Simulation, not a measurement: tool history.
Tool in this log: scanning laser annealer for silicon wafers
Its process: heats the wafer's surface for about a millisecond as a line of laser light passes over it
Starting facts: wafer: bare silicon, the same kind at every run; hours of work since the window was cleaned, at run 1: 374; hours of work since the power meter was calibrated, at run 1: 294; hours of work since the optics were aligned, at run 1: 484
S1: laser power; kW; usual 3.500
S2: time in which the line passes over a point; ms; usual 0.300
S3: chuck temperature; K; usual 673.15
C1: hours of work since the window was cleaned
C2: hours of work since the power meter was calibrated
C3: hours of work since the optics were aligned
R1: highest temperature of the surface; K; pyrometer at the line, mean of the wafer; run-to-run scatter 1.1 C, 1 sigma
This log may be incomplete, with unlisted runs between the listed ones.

Run 1, day 0.000: usual settings; C1 374; C2 294; C3 484. Result: R1 1487.15 K.
Run 2, day 0.367: usual settings; C1 381; C2 301; C3 491. Result: R1 1486.15 K.
Run 3, day 0.567: usual settings but S3 709.15 K; C1 385; C2 305; C3 495. Result: R1 1521.15 K.
Run 4, day 0.946: usual settings but S3 709.15 K; C1 392; C2 312; C3 502. Result: R1 1522.15 K.
Run 5, day 1.275: usual settings but S3 709.15 K; C1 398; C2 318; C3 508. Result: R1 1521.15 K.
Run 6, day 1.642: usual settings but S3 709.15 K; C1 405; C2 325; C3 515. Result: R1 1522.15 K.
Run 7, day 1.925: usual settings but S3 709.15 K; C1 411; C2 331; C3 520. Result: R1 1522.15 K.
Run 8, day 2.083: usual settings but S3 709.15 K; C1 414; C2 334; C3 524. Result: R1 1519.15 K.
Run 9, day 2.262: usual settings but S1 3.136 kW, S2 0.243 ms; C1 417; C2 337; C3 527. Result: R1 1307.15 K.
Run 10, day 2.517: usual settings but S1 3.732 kW, S2 0.372 ms, S3 654.15 K; C1 422; C2 342; C3 532. Result: R1 1639.15 K.
Run 11, day 2.812: usual settings but S1 3.732 kW, S2 0.372 ms, S3 654.15 K; C1 427; C2 348; C3 537. Result: R1 1638.15 K.
Run 12, day 3.112: usual settings but S1 3.732 kW, S2 0.269 ms, S3 704.15 K; C1 433; C2 353; C3 543. Result: R1 1530.15 K.
Run 13, day 3.479: usual settings but S1 3.110 kW, S2 0.269 ms, S3 704.15 K; C1 440; C2 360; C3 550. Result: R1 1366.15 K.
Run 14, day 3.650: usual settings but S2 0.355 ms; C1 443; C2 364; C3 553. Result: R1 1565.15 K.

Each row is a separate what-if for the run after 14, all from the same tool condition, not one after another. Results?
Run A, day 3.996: usual settings but S1 3.361 kW, S2 0.355 ms; C1 450; C2 370; C3 560. Result: R1 ?.
Run B, day 3.996: usual settings but S1 3.342 kW, S2 0.364 ms, S3 686.15 K; C1 450; C2 370; C3 560. Result: R1 ?.
Run C, day 3.996: usual settings but S2 0.211 ms, S3 700.15 K; C1 450; C2 370; C3 560. Result: R1 ?.

run       R1
  A  1519.15
  B  1540.15
  C  1367.15
Stripped of hidden state, with their random variation kept, the same runs would have yielded:
run       R1
  A  1536.15
  B  1556.15
  C  1379.15
